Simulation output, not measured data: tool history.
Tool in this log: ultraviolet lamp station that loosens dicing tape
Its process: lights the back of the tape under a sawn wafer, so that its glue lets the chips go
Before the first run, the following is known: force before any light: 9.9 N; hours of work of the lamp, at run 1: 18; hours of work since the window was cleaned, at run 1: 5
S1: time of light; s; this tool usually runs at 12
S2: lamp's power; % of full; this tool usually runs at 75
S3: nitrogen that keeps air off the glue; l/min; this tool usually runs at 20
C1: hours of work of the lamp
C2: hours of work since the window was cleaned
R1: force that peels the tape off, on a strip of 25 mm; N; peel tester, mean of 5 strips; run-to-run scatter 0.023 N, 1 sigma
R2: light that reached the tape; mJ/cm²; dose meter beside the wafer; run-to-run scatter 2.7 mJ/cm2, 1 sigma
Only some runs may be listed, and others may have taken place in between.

run	hour	S1	S2	S3	C1	C2	R1	R2
1	0.0	12	75	20	18	5	1.163	369
2	16.0	12	75	20	27	13	1.222	362
3	32.7	12	75	20	35	22	1.189	365
4	45.3	12	75	20	42	29	1.237	363
5	53.5	11	75	20	46	33	1.465	329
6	71.3	11	75	20	56	42	1.443	330
7	86.9	13	98	20	64	51	0.569	506
8	97.4	12	84	37	69	56	0.733	399
9	108.7	13	70	36	75	62	0.956	358
10	116.5	15	75	14	79	66	1.013	439
11	129.7	15	75	14	86	73	0.995	441
12	143.0	15	75	14	93	80	1.006	434

Predict each of these 3 candidate next runs independently; none follows another, all start after run 12:
A	156.8	15	92	19	100	87	?	?
B	156.8	11	64	31	100	87	?	?
C	156.8	7	85	7	100	87	?	?

run	R1	R2
A	0.524	534
B	1.617	275
C	3.828	230
What these runs would have given with no unlogged condition in the tool:
run	R1	R2
A	0.452	568
B	1.451	293
C	3.598	245
